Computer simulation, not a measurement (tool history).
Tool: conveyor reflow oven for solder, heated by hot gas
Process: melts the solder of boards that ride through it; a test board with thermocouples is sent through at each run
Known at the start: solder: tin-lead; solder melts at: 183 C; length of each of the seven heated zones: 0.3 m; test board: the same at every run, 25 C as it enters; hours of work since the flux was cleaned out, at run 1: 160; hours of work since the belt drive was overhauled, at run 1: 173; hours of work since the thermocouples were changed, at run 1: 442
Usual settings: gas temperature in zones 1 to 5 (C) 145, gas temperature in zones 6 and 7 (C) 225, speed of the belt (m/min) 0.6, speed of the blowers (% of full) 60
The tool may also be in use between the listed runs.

run   hour  gas temperature in zones 1 to 5 (C)  gas temperature in zones 6 and 7 (C)  speed of the belt (m/min)  speed of the blowers (% of full)  hours of work since the flux was cleaned out  hours of work since the belt drive was overhauled  hours of work since the thermocouples were changed  highest temperature of the board (C)  time above the solder's melting point (s)
  1      0                                  145                                   225                        0.6                                60                                           160                                                173                                                 442                                 201.4                                       32.6
  2   15.9                                  159                                   225                        0.6                                60                                           167                                                180                                                 448                                 205.6                                       41.1
  3   29.5                                  159                                   225                        0.6                                60                                           173                                                186                                                 454                                 205.7                                       41.4
  4   45.3                                  145                                   225                        0.6                                60                                           180                                                192                                                 461                                 201.4                                       32.7
  5     54                                  145                                   225                        0.6                                60                                           184                                                196                                                 465                                 201.6                                       32.4
  6   71.6                                  145                                   225                        0.6                                60                                           191                                                204                                                 472                                 201.6                                       32.5
  7   81.3                                  145                                   225                        0.6                                60                                           195                                                208                                                 476                                 201.8                                       32.5
  8     97                                  145                                   225                        0.6                                60                                           202                                                214                                                 483                                 201.7                                       32.7
  9  111.7                                  145                                   225                        0.6                                60                                           208                                                221                                                 489                                 201.4                                       32.5
 10    129                                  145                                   225                      0.502                                60                                           216                                                228                                                 497                                 207.6                                       47.2
 11  138.4                                  145                                   225                      0.502                                60                                           220                                                232                                                 501                                 207.8                                       47.1
 12  147.3                                  145                                   225                      0.502                                60                                           223                                                236                                                 505                                 207.7                                       47.5
 13  158.6                                  145                                   225                      0.502                                60                                           228                                                241                                                 509                                 207.6                                       47.2
 14  171.9                                  145                                   225                      0.502                                60                                           234                                                246                                                 515                                 207.6                                       47.4
 15  181.2                                  145                                   225                        0.6                                51                                           238                                                250                                                 519                                 197.7                                       26.9
 16  192.4                                  145                                   225                        0.6                                51                                           243                                                255                                                 524                                 197.7                                       26.8
 17  199.6                                  145                                   225                      0.595                                79                                           246                                                258                                                 527                                 208.1                                       40.2
 18    208                                  146                                   225                      0.546                                62                                           249                                                262                                                 531                                 206.2                                       41.6
 19  224.9                                  146                                   225                      0.546                                62                                           256                                                269                                                 538                                 206.1                                       41.5
 20    236                                  132                                   225                      0.546                                51                                           261                                                274                                                 542                                 197.5                                         27
 21  245.6                                  159                                   234                        0.6                                60                                           265                                                278                                                 547                                   212                                       47.1
 22  259.4                                  159                                   234                        0.6                                60                                           271                                                284                                                 552                                 212.1                                       47.3
 23  275.2                                  159                                   234                        0.6                                60                                           278                                                290                                                 559                                   212                                       46.7
 24  282.4                                  139                                   228                      0.554                                54                                           281                                                294                                                 562                                 202.8                                       34.5
 25  289.8                                  145                                   224                        0.6                                74                                           284                                                297                                                 565                                 205.5                                       37.7
 26  301.3                                  137                                   240                      0.682                                70                                           289                                                302                                                 570                                 209.6                                       32.6
 27  313.2                                  149                                   240                      0.632                                69                                           294                                                307                                                 575                                 215.7                                       43.1
 28  328.4                                  145                                   232                        0.6                                63                                           301                                                313                                                 582                                   208                                       38.7
 29  338.6                                  145                                   232                        0.6                                63                                           305                                                318                                                 586                                 208.1                                       38.7
 30  351.2                                  145                                   232                      0.494                                63                                           310                                                323                                                 592                                 214.9                                       54.6
 31  364.7                                  145                                   232                      0.494                                63                                           316                                                329                                                 597                                 214.6                                         55

3 ways to go on from here, each from the tool as it stands after run 31. What would each give?
  A  377.3                                  149                                   232                      0.494                                87                                           322                                                334                                                 603                                     ?                                          ?
  B  377.3                                  139                                   225                        0.6                                71                                           322                                                334                                                 603                                     ?                                          ?
  C  377.3                                  147                                   239                      0.582                                60                                           322                                                334                                                 603                                     ?                                          ?

run  highest temperature of the board (C)  time above the solder's melting point (s)
  A                                 221.3                                       61.4
  B                                 203.9                                       34.1
  C                                 213.8                                       45.2
Without the tool's hidden state the same runs would have given:
run  highest temperature of the board (C)  time above the solder's melting point (s)
  A                                 221.3                                       61.4
  B                                 203.9                                       34.1
  C                                 213.9                                       45.2
